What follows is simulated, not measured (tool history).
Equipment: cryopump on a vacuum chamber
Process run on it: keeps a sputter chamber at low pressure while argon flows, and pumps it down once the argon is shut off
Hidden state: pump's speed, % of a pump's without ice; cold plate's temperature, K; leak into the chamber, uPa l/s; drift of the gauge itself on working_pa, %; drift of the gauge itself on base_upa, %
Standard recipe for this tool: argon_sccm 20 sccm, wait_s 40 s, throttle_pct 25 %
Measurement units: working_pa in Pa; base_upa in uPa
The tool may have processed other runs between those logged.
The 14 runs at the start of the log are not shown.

run,hour,argon_sccm,wait_s,throttle_pct,hours of work since the pump was warmed up and emptied,hours of work since the cold head was overhauled,hours of work since the chamber's fittings were tightened,working_pa,base_upa
15,209.9,20,25,51,192,192,2040,0.0559,3.60
16,227.4,20,25,51,201,201,2050,0.0568,3.60
17,241.6,20,25,51,209,209,2058,0.0567,3.63
18,257.7,20,236,51,218,218,2067,0.0552,2.57
19,272.2,12,236,22,226,226,2075,0.0772,2.55
20,292.0,12,236,22,238,238,2086,0.0762,2.52
21,302.4,34,236,33,243,243,2092,0.1470,2.61
22,317.2,20,97,25,252,252,2100,0.1128,2.84
23,328.0,20,97,25,258,258,2106,0.1126,2.88
24,340.9,10,294,18,265,265,2113,0.0793,2.62
25,356.6,10,40,25,274,274,2122,0.0569,3.25
26,366.2,10,68,30,279,279,2128,0.0475,2.85
27,379.0,10,46,16,286,286,2135,0.0872,3.17
28,391.5,10,46,16,293,293,2142,0.0874,3.20
29,407.1,10,46,16,302,302,2150,0.0867,3.17
30,422.5,18,142,20,311,311,2159,0.1270,2.84
31,438.3,18,106,17,319,319,2168,0.1489,2.90
32,448.3,27,24,41,325,325,2174,0.0953,3.89
33,458.7,23,24,41,331,331,2179,0.0790,3.83
34,467.9,14,279,47,336,336,2184,0.0430,2.81
35,487.4,27,58,35,347,347,2195,0.1090,3.22

3 ways to go on from here, each from the tool as it stands after run 35. What would each give?
A,497.1,28,26,37,352,352,2201,?,?
B,497.1,20,40,52,352,352,2201,?,?
C,497.1,20,287,16,352,352,2201,?,?

run,working_pa,base_upa
A,0.1083,3.68
B,0.0548,3.42
C,0.1770,2.75
With the hidden condition removed and each run's random variation left untouched, the same runs would have given:
run,working_pa,base_upa
A,0.1046,1.32
B,0.0522,1.01
C,0.1744,0.35
